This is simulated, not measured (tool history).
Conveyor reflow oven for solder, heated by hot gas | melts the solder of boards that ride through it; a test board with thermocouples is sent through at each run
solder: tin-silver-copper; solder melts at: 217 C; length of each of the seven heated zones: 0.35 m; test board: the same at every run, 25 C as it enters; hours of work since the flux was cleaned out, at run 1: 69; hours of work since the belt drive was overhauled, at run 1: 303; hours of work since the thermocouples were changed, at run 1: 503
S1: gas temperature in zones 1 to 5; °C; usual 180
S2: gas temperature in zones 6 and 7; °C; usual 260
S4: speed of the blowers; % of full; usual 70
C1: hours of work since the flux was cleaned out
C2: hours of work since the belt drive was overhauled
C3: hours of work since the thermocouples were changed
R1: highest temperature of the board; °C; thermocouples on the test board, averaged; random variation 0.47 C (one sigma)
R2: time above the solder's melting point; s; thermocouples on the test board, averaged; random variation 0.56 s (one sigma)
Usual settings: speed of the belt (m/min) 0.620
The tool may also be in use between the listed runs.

{"run": 1, "hour": 0.0, "S1": 180, "S2": 260, "speed of the belt (m/min)": 0.62, "S4": 70, "C1": 69, "C2": 303, "C3": 503, "R1": 241.3, "R2": 43.2}
{"run": 2, "hour": 15.5, "S1": 180, "S2": 260, "speed of the belt (m/min)": 0.62, "S4": 70, "C1": 78, "C2": 313, "C3": 512, "R1": 241.6, "R2": 43.5}
{"run": 3, "hour": 23.2, "S1": 180, "S2": 260, "speed of the belt (m/min)": 0.62, "S4": 70, "C1": 83, "C2": 317, "C3": 517, "R1": 241.7, "R2": 43.5}
{"hour": 35.2, "done": "thermocouples of zones 6 and 7 changed"}
{"run": 4, "hour": 40.9, "S1": 180, "S2": 260, "speed of the belt (m/min)": 0.62, "S4": 70, "C1": 92, "C2": 327, "C3": 3, "R1": 240.1, "R2": 41.8}
{"run": 5, "hour": 55.1, "S1": 180, "S2": 260, "speed of the belt (m/min)": 0.62, "S4": 70, "C1": 101, "C2": 335, "C3": 12, "R1": 239.1, "R2": 42.7}
{"run": 6, "hour": 69.4, "S1": 180, "S2": 260, "speed of the belt (m/min)": 0.62, "S4": 70, "C1": 109, "C2": 344, "C3": 21, "R1": 239.7, "R2": 41.3}
{"run": 7, "hour": 85.4, "S1": 180, "S2": 274, "speed of the belt (m/min)": 0.62, "S4": 70, "C1": 119, "C2": 354, "C3": 30, "R1": 251.0, "R2": 50.6}
{"run": 8, "hour": 102.0, "S1": 180, "S2": 274, "speed of the belt (m/min)": 0.62, "S4": 70, "C1": 129, "C2": 364, "C3": 40, "R1": 250.4, "R2": 49.7}
{"run": 9, "hour": 109.6, "S1": 169, "S2": 251, "speed of the belt (m/min)": 0.62, "S4": 70, "C1": 134, "C2": 368, "C3": 45, "R1": 229.6, "R2": 26.8}
{"run": 10, "hour": 125.1, "S1": 187, "S2": 263, "speed of the belt (m/min)": 0.648, "S4": 62, "C1": 143, "C2": 378, "C3": 54, "R1": 240.6, "R2": 41.5}
{"run": 11, "hour": 136.6, "S1": 189, "S2": 255, "speed of the belt (m/min)": 0.62, "S4": 70, "C1": 150, "C2": 385, "C3": 61, "R1": 237.8, "R2": 42.4}
{"run": 12, "hour": 152.5, "S1": 182, "S2": 262, "speed of the belt (m/min)": 0.622, "S4": 85, "C1": 160, "C2": 394, "C3": 71, "R1": 244.1, "R2": 46.5}
{"run": 13, "hour": 160.4, "S1": 167, "S2": 261, "speed of the belt (m/min)": 0.62, "S4": 51, "C1": 164, "C2": 399, "C3": 76, "R1": 232.4, "R2": 27.0}

4 ways to go on from here, each from the tool as it stands after run 13. What would each give?
{"run": "A", "hour": 171.0, "S1": 185, "S2": 261, "speed of the belt (m/min)": 0.576, "S4": 72, "C1": 171, "C2": 405, "C3": 82, "R1": "?", "R2": "?"}
{"run": "B", "hour": 171.0, "S1": 187, "S2": 261, "speed of the belt (m/min)": 0.593, "S4": 63, "C1": 171, "C2": 405, "C3": 82, "R1": "?", "R2": "?"}
{"run": "C", "hour": 171.0, "S1": 166, "S2": 266, "speed of the belt (m/min)": 0.62, "S4": 51, "C1": 171, "C2": 405, "C3": 82, "R1": "?", "R2": "?"}
{"run": "D", "hour": 171.0, "S1": 180, "S2": 260, "speed of the belt (m/min)": 0.726, "S4": 70, "C1": 171, "C2": 405, "C3": 82, "R1": "?", "R2": "?"}

run=A R1=242.9 R2=50.5
run=B R1=242.5 R2=48.4
run=C R1=236.4 R2=31.8
run=D R1=233.2 R2=28.5
Without the tool's hidden state the same runs would have given:
run=A R1=244.3 R2=51.8
run=B R1=243.9 R2=49.8
run=C R1=238.1 R2=33.8
run=D R1=235.1 R2=30.8

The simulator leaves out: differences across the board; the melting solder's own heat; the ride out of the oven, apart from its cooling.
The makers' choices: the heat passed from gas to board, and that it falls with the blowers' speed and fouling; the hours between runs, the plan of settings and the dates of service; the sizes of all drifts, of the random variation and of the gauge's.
